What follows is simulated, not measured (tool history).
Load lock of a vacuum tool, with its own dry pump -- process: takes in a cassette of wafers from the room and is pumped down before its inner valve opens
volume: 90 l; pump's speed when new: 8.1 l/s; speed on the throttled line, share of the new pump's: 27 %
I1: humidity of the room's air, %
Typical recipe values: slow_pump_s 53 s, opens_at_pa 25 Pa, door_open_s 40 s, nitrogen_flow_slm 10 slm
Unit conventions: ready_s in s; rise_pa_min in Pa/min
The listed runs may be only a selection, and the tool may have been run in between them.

Run 1, hour 0: usual settings; I1 44.9. Result: ready_s 131.3 s, rise_pa_min 0.032 Pa/min.
Run 2, hour 270.5: usual settings; I1 46.7. Result: ready_s 130.6 s, rise_pa_min 0.032 Pa/min.
Run 3, hour 549.9: usual settings; I1 44.1. Result: ready_s 132.8 s, rise_pa_min 0.035 Pa/min.
Run 4, hour 844.5: usual settings; I1 48.2. Result: ready_s 131.1 s, rise_pa_min 0.035 Pa/min.
Run 5, hour 1142.6: usual settings; I1 42. Result: ready_s 131.8 s, rise_pa_min 0.032 Pa/min.
Run 6, hour 1270.8: usual settings but slow_pump_s 84 s, opens_at_pa 28 Pa, door_open_s 29 s, nitrogen_flow_slm 31 slm; I1 44.2. Result: ready_s 153.8 s, rise_pa_min 0.011 Pa/min.
Run 7, hour 1518.3: usual settings but slow_pump_s 48 s, opens_at_pa 24 Pa; I1 43.9. Result: ready_s 127.9 s, rise_pa_min 0.037 Pa/min.
Run 8, hour 1690.6: usual settings but slow_pump_s 78 s, opens_at_pa 35 Pa; I1 46.8. Result: ready_s 146.4 s, rise_pa_min 0.035 Pa/min.
Run 9, hour 1928.4: usual settings but slow_pump_s 78 s, opens_at_pa 35 Pa; I1 43.5. Result: ready_s 146.6 s, rise_pa_min 0.036 Pa/min.
Run 10, hour 2189.7: usual settings but slow_pump_s 78 s, opens_at_pa 35 Pa; I1 46.9. Result: ready_s 146.8 s, rise_pa_min 0.034 Pa/min.

Forecast each of these 5 alternatives for the next run:
Run A, hour 2366.2: usual settings but slow_pump_s 78 s, opens_at_pa 35 Pa, nitrogen_flow_slm 8 slm; I1 44.6. Result: ready_s ?, rise_pa_min ?.
Run B, hour 2366.2: usual settings but slow_pump_s 39 s, opens_at_pa 35 Pa, door_open_s 49 s, nitrogen_flow_slm 16 slm; I1 49. Result: ready_s ?, rise_pa_min ?.
Run C, hour 2366.2: usual settings but door_open_s 70 s, nitrogen_flow_slm 29 slm; I1 44.1. Result: ready_s ?, rise_pa_min ?.
Run D, hour 2366.2: usual settings but opens_at_pa 44 Pa; I1 45.6. Result: ready_s ?, rise_pa_min ?.
Run E, hour 2366.2: usual settings but slow_pump_s 106 s, opens_at_pa 35 Pa, nitrogen_flow_slm 20 slm; I1 43. Result: ready_s ?, rise_pa_min ?.

run  ready_s  rise_pa_min
  A    145.4        0.038
  B    117.5        0.036
  C    131.5        0.025
  D    124.7        0.031
  E    166.1        0.024
Stripped of hidden state, with their random variation kept, the same runs would have yielded:
run  ready_s  rise_pa_min
  A    145.3        0.038
  B    117.4        0.036
  C    131.4        0.025
  D    124.7        0.031
  E      166        0.024

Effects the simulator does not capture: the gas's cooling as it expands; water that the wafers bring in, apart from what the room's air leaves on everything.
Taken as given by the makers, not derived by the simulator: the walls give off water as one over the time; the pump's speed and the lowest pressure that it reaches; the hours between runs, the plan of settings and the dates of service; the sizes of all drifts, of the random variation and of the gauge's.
